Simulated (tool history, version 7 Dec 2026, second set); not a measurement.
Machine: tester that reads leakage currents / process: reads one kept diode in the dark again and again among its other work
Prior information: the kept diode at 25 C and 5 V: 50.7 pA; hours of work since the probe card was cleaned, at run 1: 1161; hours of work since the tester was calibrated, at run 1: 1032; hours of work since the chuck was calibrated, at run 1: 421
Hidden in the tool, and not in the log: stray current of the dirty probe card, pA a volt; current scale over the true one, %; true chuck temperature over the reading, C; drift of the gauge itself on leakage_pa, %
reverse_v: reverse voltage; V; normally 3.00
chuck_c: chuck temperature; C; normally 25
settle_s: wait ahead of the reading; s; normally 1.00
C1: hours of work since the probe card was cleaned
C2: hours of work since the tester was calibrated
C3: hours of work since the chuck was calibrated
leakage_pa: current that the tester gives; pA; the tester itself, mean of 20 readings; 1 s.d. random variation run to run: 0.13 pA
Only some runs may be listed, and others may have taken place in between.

{"run": 1, "hour": 0.0, "reverse_v": 3.0, "chuck_c": 25, "settle_s": 1.0, "C1": 1161, "C2": 1032, "C3": 421, "leakage_pa": 45.18}
{"run": 2, "hour": 40.9, "reverse_v": 3.0, "chuck_c": 25, "settle_s": 1.0, "C1": 1181, "C2": 1051, "C3": 441, "leakage_pa": 45.2}
{"run": 3, "hour": 99.1, "reverse_v": 3.0, "chuck_c": 25, "settle_s": 1.0, "C1": 1209, "C2": 1080, "C3": 469, "leakage_pa": 45.69}
{"run": 4, "hour": 177.8, "reverse_v": 3.0, "chuck_c": 25, "settle_s": 1.0, "C1": 1247, "C2": 1118, "C3": 507, "leakage_pa": 46.3}
{"run": 5, "hour": 224.7, "reverse_v": 3.0, "chuck_c": 25, "settle_s": 1.0, "C1": 1270, "C2": 1140, "C3": 530, "leakage_pa": 46.31}
{"hour": 231.3, "done": "tester calibrated"}
{"run": 6, "hour": 272.8, "reverse_v": 3.0, "chuck_c": 25, "settle_s": 1.0, "C1": 1292, "C2": 20, "C3": 552, "leakage_pa": 46.65}
{"run": 7, "hour": 324.8, "reverse_v": 3.0, "chuck_c": 25, "settle_s": 1.0, "C1": 1317, "C2": 45, "C3": 577, "leakage_pa": 46.85}
{"run": 8, "hour": 367.2, "reverse_v": 3.0, "chuck_c": 25, "settle_s": 1.0, "C1": 1338, "C2": 66, "C3": 597, "leakage_pa": 47.25}
{"run": 9, "hour": 418.4, "reverse_v": 14.45, "chuck_c": 27, "settle_s": 3.58, "C1": 1362, "C2": 90, "C3": 622, "leakage_pa": 125.77}
{"run": 10, "hour": 469.8, "reverse_v": 3.26, "chuck_c": 27, "settle_s": 7.65, "C1": 1387, "C2": 115, "C3": 647, "leakage_pa": 57.87}
{"run": 11, "hour": 539.9, "reverse_v": 3.26, "chuck_c": 27, "settle_s": 7.65, "C1": 1421, "C2": 149, "C3": 681, "leakage_pa": 58.41}
{"run": 12, "hour": 622.5, "reverse_v": 3.26, "chuck_c": 27, "settle_s": 7.65, "C1": 1461, "C2": 189, "C3": 721, "leakage_pa": 58.97}
{"run": 13, "hour": 668.5, "reverse_v": 3.26, "chuck_c": 27, "settle_s": 7.65, "C1": 1483, "C2": 211, "C3": 743, "leakage_pa": 59.14}
{"hour": 741.8, "done": "chuck's temperature calibrated"}
{"hour": 757.4, "done": "tester calibrated, once more"}
{"run": 14, "hour": 765.7, "reverse_v": 3.26, "chuck_c": 27, "settle_s": 7.65, "C1": 1528, "C2": 4, "C3": 11, "leakage_pa": 51.53}
{"run": 15, "hour": 851.7, "reverse_v": 3.26, "chuck_c": 21, "settle_s": 3.31, "C1": 1569, "C2": 45, "C3": 52, "leakage_pa": 33.29}

For some of the steps in leakage_pa from one run to the next: how much would appear even if the tool had no hidden state, given the settings, what came in and random variation, and how much remains for the hidden state plus any gauge scatter that the measured result and the result without hidden state don't share?
Run 8 -> 9: reverse_v 3.00 -> 14.45, chuck_c 25 -> 27, settle_s 1.00 -> 3.58. leakage_pa +78.52 pA: hidden state +17.83, all else +60.69.

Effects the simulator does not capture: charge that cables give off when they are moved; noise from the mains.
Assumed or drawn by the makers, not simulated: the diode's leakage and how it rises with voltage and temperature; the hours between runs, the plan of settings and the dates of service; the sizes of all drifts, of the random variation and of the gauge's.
